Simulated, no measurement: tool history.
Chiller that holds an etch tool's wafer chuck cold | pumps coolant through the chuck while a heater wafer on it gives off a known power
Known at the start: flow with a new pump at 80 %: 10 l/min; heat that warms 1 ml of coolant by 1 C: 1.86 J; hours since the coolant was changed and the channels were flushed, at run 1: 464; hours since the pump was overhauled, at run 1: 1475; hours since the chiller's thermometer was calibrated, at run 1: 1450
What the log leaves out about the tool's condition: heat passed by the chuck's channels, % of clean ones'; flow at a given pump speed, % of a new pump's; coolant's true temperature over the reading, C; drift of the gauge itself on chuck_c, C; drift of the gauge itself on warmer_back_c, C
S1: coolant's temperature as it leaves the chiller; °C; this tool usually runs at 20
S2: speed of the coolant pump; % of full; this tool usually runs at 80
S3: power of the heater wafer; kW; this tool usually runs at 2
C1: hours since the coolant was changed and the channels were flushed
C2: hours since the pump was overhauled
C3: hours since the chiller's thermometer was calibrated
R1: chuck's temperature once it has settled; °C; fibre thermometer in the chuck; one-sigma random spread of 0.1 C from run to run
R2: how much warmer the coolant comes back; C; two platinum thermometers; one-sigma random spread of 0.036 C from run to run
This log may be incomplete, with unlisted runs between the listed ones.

Run 1, hour 0: usual settings; C1 464; C2 1475; C3 1450. Result: R1 41.4 °C, R2 6.57 C.
Run 2, hour 109.5: usual settings; C1 573; C2 1584; C3 1560. Result: R1 41.7 °C, R2 6.62 C.
Run 3, hour 203: usual settings but S2 76 % of full; C1 667; C2 1678; C3 1653. Result: R1 42.4 °C, R2 7.03 C.
Run 4, hour 296.5: usual settings but S2 76 % of full; C1 760; C2 1771; C3 1747. Result: R1 42.5 °C, R2 7.03 C.
Run 5, hour 379.9: usual settings but S2 72 % of full; C1 844; C2 1855; C3 1830. Result: R1 43.2 °C, R2 7.44 C.
Run 6, hour 495.1: usual settings but S2 72 % of full; C1 959; C2 1970; C3 1945. Result: R1 43.3 °C, R2 7.37 C.
Run 7, hour 618: usual settings but S2 72 % of full; C1 1082; C2 2093; C3 2068. Result: R1 43.5 °C, R2 7.44 C.
Run 8, hour 715.8: usual settings; C1 1179; C2 2190; C3 2166. Result: R1 42.3 °C, R2 6.76 C.
Run 9, hour 822.5: usual settings; C1 1286; C2 2297; C3 2273. Result: R1 42 °C, R2 6.73 C.
Run 10, hour 881.7: usual settings but S2 84 % of full; C1 1345; C2 2356; C3 2332. Result: R1 41.6 °C, R2 6.43 C.
Run 11, hour 996.4: usual settings but S1 17 °C, S2 82 % of full, S3 1.123 kW; C1 1460; C2 2471; C3 2447. Result: R1 29 °C, R2 3.67 C.
Run 12, hour 1062.2: usual settings but S1 17 °C, S2 82 % of full, S3 1.123 kW; C1 1526; C2 2537; C3 2513. Result: R1 29.2 °C, R2 3.74 C.
Run 13, hour 1115.3: usual settings but S1 12 °C, S2 67 % of full, S3 2.506 kW; C1 1579; C2 2590; C3 2566. Result: R1 42.9 °C, R2 9.96 C.
Run 14, hour 1216.4: usual settings but S2 73 % of full, S3 1.829 kW; C1 1680; C2 2691; C3 2667. Result: R1 41.4 °C, R2 6.79 C.
Run 15, hour 1281.9: usual settings but S1 11 °C, S2 63 % of full, S3 1.708 kW; C1 1746; C2 2756; C3 2732. Result: R1 32.8 °C, R2 7.27 C.
Run 16, hour 1398.1: usual settings but S1 19 °C, S2 63 % of full, S3 1.239 kW; C1 1862; C2 2873; C3 2848. Result: R1 34.7 °C, R2 5.32 C.
Run 17, hour 1485.3: usual settings but S1 19 °C, S2 70 % of full, S3 1.496 kW; C1 1949; C2 2960; C3 2936. Result: R1 36.9 °C, R2 5.78 C.
Run 18, hour 1567.6: usual settings but S1 27 °C, S3 2.597 kW; C1 2031; C2 3042; C3 3018. Result: R1 56.2 °C, R2 8.78 C.
Run 19, hour 1635.7: usual settings but S1 12 °C, S2 64 % of full, S3 2.259 kW; C1 2099; C2 3110; C3 3086. Result: R1 40.7 °C, R2 9.58 C.
At hour 1681.9: chiller's thermometer calibrated.
Run 20, hour 1720.4: usual settings but S1 12 °C, S2 67 % of full, S3 1.29 kW; C1 2183; C2 3194; C3 38. Result: R1 28.1 °C, R2 5.21 C.

Below are 3 alternative next runs, each starting from the tool's condition after run 20. Predict each:
Run A, hour 1833.3: usual settings but S1 12 °C, S2 83 % of full, S3 1.035 kW; C1 2296; C2 3307; C3 151. Result: R1 ?, R2 ?.
Run B, hour 1833.3: usual settings but S1 17 °C, S2 67 % of full, S3 1.29 kW; C1 2296; C2 3307; C3 151. Result: R1 ?, R2 ?.
Run C, hour 1833.3: usual settings but S1 12 °C, S2 75 % of full, S3 1.29 kW; C1 2296; C2 3307; C3 151. Result: R1 ?, R2 ?.

run    R1    R2
  A  23.5   3.4
  B  33.4  5.23
  C  27.2  4.64
The same runs, with their run-to-run variation unchanged, on a tool lacking any hidden condition would have given:
run    R1    R2
  A  22.7   3.2
  B  32.3  4.92
  C  26.1  4.37
